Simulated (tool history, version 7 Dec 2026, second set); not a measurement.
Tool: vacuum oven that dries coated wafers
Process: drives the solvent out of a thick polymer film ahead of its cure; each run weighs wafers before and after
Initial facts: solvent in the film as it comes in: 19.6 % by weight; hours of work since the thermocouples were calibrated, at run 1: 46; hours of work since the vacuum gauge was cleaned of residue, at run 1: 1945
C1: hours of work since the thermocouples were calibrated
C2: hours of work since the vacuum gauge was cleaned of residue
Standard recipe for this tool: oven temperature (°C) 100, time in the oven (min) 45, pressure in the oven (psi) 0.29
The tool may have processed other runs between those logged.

Run 1, day 0: usual settings; C1 46; C2 1945. Result: solvent left in the film (%) 3.54.
Run 2, day 3.6: usual settings; C1 100; C2 1999. Result: solvent left in the film (%) 3.47.
Run 3, day 5.708: usual settings; C1 132; C2 2030. Result: solvent left in the film (%) 3.54.
Run 4, day 7.562: usual settings; C1 159; C2 2058. Result: solvent left in the film (%) 3.52.
Run 5, day 9.996: usual settings; C1 196; C2 2095. Result: solvent left in the film (%) 3.6.
Run 6, day 13.562: usual settings; C1 249; C2 2148. Result: solvent left in the film (%) 3.56.
Run 7, day 16.104: usual settings; C1 287; C2 2186. Result: solvent left in the film (%) 3.54.
Run 8, day 18.788: usual settings but pressure in the oven (psi) 0.329; C1 327; C2 2226. Result: solvent left in the film (%) 3.83.
Run 9, day 21.546: usual settings but pressure in the oven (psi) 0.28; C1 369; C2 2267. Result: solvent left in the film (%) 3.47.
Run 10, day 25.021: usual settings but pressure in the oven (psi) 0.28; C1 421; C2 2319. Result: solvent left in the film (%) 3.46.
At day 25.283: oven's thermocouples calibrated.
At day 25.346: vacuum gauge cleaned of residue and calibrated.
Run 11, day 27.767: usual settings but pressure in the oven (psi) 0.28; C1 36; C2 36. Result: solvent left in the film (%) 2.62.
Run 12, day 30.696: usual settings but time in the oven (min) 29; C1 80; C2 80. Result: solvent left in the film (%) 3.91.
Run 13, day 32.575: usual settings but time in the oven (min) 29, pressure in the oven (psi) 0.585; C1 108; C2 108. Result: solvent left in the film (%) 5.68.
At day 34.583: oven's thermocouples calibrated, once more.
Run 14, day 35.025: usual settings but time in the oven (min) 29, pressure in the oven (psi) 0.585; C1 7; C2 144. Result: solvent left in the film (%) 6.11.
Run 15, day 37.95: usual settings but oven temperature (°C) 111, time in the oven (min) 29, pressure in the oven (psi) 0.585; C1 50; C2 187. Result: solvent left in the film (%) 3.17.
Run 16, day 39.533: usual settings but pressure in the oven (psi) 0.321; C1 74; C2 211. Result: solvent left in the film (%) 3.12.
Run 17, day 41.942: usual settings but pressure in the oven (psi) 0.321; C1 110; C2 247. Result: solvent left in the film (%) 3.17.
Run 18, day 44.875: usual settings but time in the oven (min) 33, pressure in the oven (psi) 0.531; C1 154; C2 291. Result: solvent left in the film (%) 5.27.
Run 19, day 48.421: usual settings but time in the oven (min) 33, pressure in the oven (psi) 0.426; C1 207; C2 344. Result: solvent left in the film (%) 4.63.
Run 20, day 52.046: usual settings but oven temperature (°C) 101, time in the oven (min) 26, pressure in the oven (psi) 0.882; C1 261; C2 398. Result: solvent left in the film (%) 7.92.
Run 21, day 53.692: usual settings but oven temperature (°C) 86; C1 286; C2 423. Result: solvent left in the film (%) 8.21.
Run 22, day 55.6: usual settings but pressure in the oven (psi) 0.345; C1 315; C2 452. Result: solvent left in the film (%) 3.31.
Run 23, day 58.817: usual settings but oven temperature (°C) 111, pressure in the oven (psi) 0.587; C1 363; C2 500. Result: solvent left in the film (%) 2.96.
Run 24, day 62.521: usual settings but oven temperature (°C) 86, time in the oven (min) 43, pressure in the oven (psi) 0.609; C1 418; C2 555. Result: solvent left in the film (%) 10.99.

Predict each of these 5 candidate next runs independently; none follows another, all start after run 24:
Run A, day 64.708: usual settings but oven temperature (°C) 86, time in the oven (min) 40, pressure in the oven (psi) 0.609; C1 451; C2 588. Result: solvent left in the film (%) ?.
Run B, day 64.708: usual settings but oven temperature (°C) 103, time in the oven (min) 43, pressure in the oven (psi) 0.609; C1 451; C2 588. Result: solvent left in the film (%) ?.
Run C, day 64.708: usual settings but oven temperature (°C) 95, time in the oven (min) 35, pressure in the oven (psi) 0.529; C1 451; C2 588. Result: solvent left in the film (%) ?.
Run D, day 64.708: usual settings but oven temperature (°C) 101, time in the oven (min) 25, pressure in the oven (psi) 1.089; C1 451; C2 588. Result: solvent left in the film (%) ?.
Run E, day 64.708: usual settings but oven temperature (°C) 86, time in the oven (min) 24, pressure in the oven (psi) 1.13; C1 451; C2 588. Result: solvent left in the film (%) ?.

run  solvent left in the film (%)
  A                          11.5
  B                          4.37
  C                          7.11
  D                          9.23
  E                         16.52
What these runs would have given with no unlogged condition in the tool:
run  solvent left in the film (%)
  A                         11.55
  B                          4.32
  C                          7.16
  D                          9.33
  E                         16.58

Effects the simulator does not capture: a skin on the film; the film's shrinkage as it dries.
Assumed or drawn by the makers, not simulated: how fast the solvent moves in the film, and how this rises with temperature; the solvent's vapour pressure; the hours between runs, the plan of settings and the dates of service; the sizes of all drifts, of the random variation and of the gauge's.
